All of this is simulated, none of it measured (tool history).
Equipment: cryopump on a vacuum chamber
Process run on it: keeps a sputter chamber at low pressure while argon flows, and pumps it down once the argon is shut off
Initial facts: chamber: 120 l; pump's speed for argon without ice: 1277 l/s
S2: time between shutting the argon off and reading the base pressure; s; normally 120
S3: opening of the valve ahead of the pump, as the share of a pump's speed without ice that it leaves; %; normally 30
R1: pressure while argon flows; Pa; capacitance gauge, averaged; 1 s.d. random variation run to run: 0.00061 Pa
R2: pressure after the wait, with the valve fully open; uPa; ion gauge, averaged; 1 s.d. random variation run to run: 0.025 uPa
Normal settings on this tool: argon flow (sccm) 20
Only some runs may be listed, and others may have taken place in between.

run 1 day=0.000 | argon_flow_(sccm)=20 S2=120 S3=30 | R1=0.0892 R2=1.02
run 2 day=2.200 | argon_flow_(sccm)=20 S2=120 S3=54 | R1=0.0506 R2=1.00
run 3 day=6.625 | argon_flow_(sccm)=20 S2=120 S3=54 | R1=0.0508 R2=1.05
run 4 day=9.133 | argon_flow_(sccm)=20 S2=63 S3=30 | R1=0.0907 R2=1.79
run 5 day=13.771 | argon_flow_(sccm)=20 S2=63 S3=30 | R1=0.0917 R2=1.75
run 6 day=18.617 | argon_flow_(sccm)=20 S2=63 S3=30 | R1=0.0921 R2=1.74
run 7 day=22.867 | argon_flow_(sccm)=20 S2=63 S3=30 | R1=0.0941 R2=1.80
run 8 day=26.562 | argon_flow_(sccm)=20 S2=120 S3=30 | R1=0.0947 R2=1.13
run 9 day=30.429 | argon_flow_(sccm)=20 S2=120 S3=30 | R1=0.0947 R2=1.14
-- day=34.738 pump warmed up, emptied and cooled again
run 10 day=35.425 | argon_flow_(sccm)=20 S2=120 S3=28 | R1=0.0949 R2=1.07
run 11 day=38.146 | argon_flow_(sccm)=20 S2=120 S3=30 | R1=0.0896 R2=1.10
run 12 day=42.783 | argon_flow_(sccm)=20 S2=120 S3=30 | R1=0.0898 R2=1.15
run 13 day=45.108 | argon_flow_(sccm)=20 S2=120 S3=30 | R1=0.0902 R2=1.15
run 14 day=49.779 | argon_flow_(sccm)=20 S2=120 S3=30 | R1=0.0899 R2=1.11
run 15 day=54.558 | argon_flow_(sccm)=33 S2=120 S3=30 | R1=0.1495 R2=1.16
run 16 day=58.158 | argon_flow_(sccm)=33 S2=120 S3=30 | R1=0.1525 R2=1.16
run 17 day=60.338 | argon_flow_(sccm)=33 S2=120 S3=30 | R1=0.1518 R2=1.14
run 18 day=65.083 | argon_flow_(sccm)=26 S2=120 S3=44 | R1=0.0846 R2=1.19
run 19 day=67.629 | argon_flow_(sccm)=30 S2=167 S3=47 | R1=0.0928 R2=0.99
run 20 day=72.304 | argon_flow_(sccm)=20 S2=120 S3=32 | R1=0.0891 R2=1.18
run 21 day=75.238 | argon_flow_(sccm)=20 S2=120 S3=32 | R1=0.0900 R2=1.20
run 22 day=79.438 | argon_flow_(sccm)=9 S2=120 S3=30 | R1=0.0424 R2=1.29
-- day=82.479 pump warmed up, emptied and cooled again
run 23 day=82.642 | argon_flow_(sccm)=9 S2=120 S3=30 | R1=0.0405 R2=1.12
run 24 day=85.142 | argon_flow_(sccm)=11 S2=57 S3=28 | R1=0.0523 R2=1.97
run 25 day=87.492 | argon_flow_(sccm)=14 S2=83 S3=31 | R1=0.0600 R2=1.47
run 26 day=92.312 | argon_flow_(sccm)=9 S2=27 S3=31 | R1=0.0396 R2=3.75
run 27 day=95.671 | argon_flow_(sccm)=9 S2=27 S3=31 | R1=0.0386 R2=3.83

The next listed run, before its measurement:
run 28 day=97.933 | argon_flow_(sccm)=13 S2=120 S3=25 | R1=? R2=?

Logged for run 28: R1 0.0721 Pa, R2 1.19 uPa.
If the tool had no hidden condition, the same run with the same run-to-run variation would have returned R1 0.0703 Pa, R2 0.97 uPa.
